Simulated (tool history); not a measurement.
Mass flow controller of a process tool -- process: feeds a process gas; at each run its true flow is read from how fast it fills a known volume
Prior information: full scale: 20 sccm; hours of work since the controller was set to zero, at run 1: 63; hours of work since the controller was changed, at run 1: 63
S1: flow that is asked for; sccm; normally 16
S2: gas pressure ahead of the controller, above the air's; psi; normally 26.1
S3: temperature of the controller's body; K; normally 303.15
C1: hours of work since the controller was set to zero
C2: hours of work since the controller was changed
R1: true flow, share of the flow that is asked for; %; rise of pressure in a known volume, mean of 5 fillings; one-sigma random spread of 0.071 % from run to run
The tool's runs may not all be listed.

run    hour  S1    S2      S3   C1    C2     R1
  1     0.0  16  26.1  303.15   63    63  99.39
  2    52.8  16  26.1  303.15   98    98  99.45
  3   138.9  16  26.1  303.15  153   153  99.39
  4   223.7  16  26.1  303.15  208   208  99.30
  5   301.8  16  26.1  303.15  259   259  99.31
  6   396.5  13  26.1  303.15  321   321  99.05
  7   465.1  20  26.1  303.15  365   365  99.34
  8   540.3  20  26.1  303.15  414   414  99.24
  9   630.2  20  26.1  303.15  472   472  99.33
 10   723.1  16  26.1  303.15  533   533  99.11
 11   805.4  16  28.0  298.15  586   586  99.63
      812.8  -- controller's zero set anew
 12   900.5  17  33.5  303.15   57   647  98.62
 13   956.7  17  33.5  303.15   93   684  98.76
 14  1027.1  17  33.5  303.15  139   730  98.61
 15  1112.9   2  26.1  303.15  195   785  97.83
 16  1164.4  17  26.1  303.15  228   819  98.99
 17  1216.2   4  21.5  312.15  262   852  97.63
 18  1291.5   4  21.5  312.15  311   901  97.44
 19  1366.3  12  29.7  309.15  359   950  97.97
     1385.2  -- controller's zero set anew, once more
 20  1453.6  16  26.1  298.15   44  1006  99.66

Alternative continuations, all from the tool just after run 20; predict every row:
  A  1521.1   5  26.1  296.15  88  1050   ?
  B  1521.1   8  21.8  309.15  88  1050   ?
  C  1521.1   4  30.0  306.15  88  1050   ?

run     R1
  A  99.44
  B  98.34
  C  98.07
Had the tool no hidden state, the same runs would have come out as:
run      R1
  A  100.09
  B   98.95
  C   98.74
